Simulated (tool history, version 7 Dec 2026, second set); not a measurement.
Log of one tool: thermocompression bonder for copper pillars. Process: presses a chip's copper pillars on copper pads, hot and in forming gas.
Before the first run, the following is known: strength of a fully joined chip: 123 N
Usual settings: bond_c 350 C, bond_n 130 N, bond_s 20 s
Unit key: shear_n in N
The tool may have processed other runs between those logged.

run	hour	bond_c	bond_n	bond_s	shear_n
1	0.0	350	130	20	50.0
# hour 22.1: forming gas filter changed
2	22.1	367	130	20	63.0
3	40.7	367	130	20	64.0
4	50.4	367	130	20	64.6
5	72.9	367	130	20	63.4
6	93.7	350	130	20	55.0
7	110.8	350	130	20	55.6
8	129.7	350	130	18	53.4
9	141.1	350	130	18	54.3
10	159.6	350	130	18	52.0
11	172.7	350	130	18	52.0
12	193.2	350	130	18	51.5
13	203.6	350	130	18	51.2
14	216.8	350	130	18	51.7
15	234.4	350	130	18	52.0
16	254.7	364	130	20	60.9
17	267.6	364	130	20	61.0
18	281.6	324	130	20	41.3
19	301.2	324	130	16	37.3
20	315.9	373	130	28	70.9
21	326.4	350	141	20	57.4
# hour 341.3: forming gas filter changed
22	342.8	350	134	14	49.6
23	356.9	372	148	10	59.0
24	379.4	372	148	10	58.8
25	398.6	375	92	12	45.8
# hour 402.1: force cell calibrated
26	412.2	362	116	20	58.3
27	427.2	349	155	32	74.7
# hour 437.3: force cell calibrated, once more
28	445.5	349	155	32	72.8
29	463.0	336	98	20	38.9
30	477.4	336	98	20	38.1
31	493.0	336	98	20	38.6
32	504.0	350	189	32	82.4
33	513.1	364	130	20	62.9
34	527.8	346	120	33	58.8
35	542.1	335	120	12	35.6
36	554.7	355	98	28	52.4
37	564.0	340	98	28	44.8

5 options for the next run, each taken on its own from the tool as it stands now. Forecast them:
A	584.7	341	87	55	?
B	584.7	376	94	45	?
C	584.7	337	127	20	?
D	584.7	340	98	32	?
E	584.7	349	87	49	?

run	shear_n
A	53.3
B	70.6
C	46.8
D	47.5
E	56.1
Stripped of hidden state, with their random variation kept, the same runs would have yielded:
run	shear_n
A	51.3
B	69.5
C	44.7
D	45.4
E	54.2
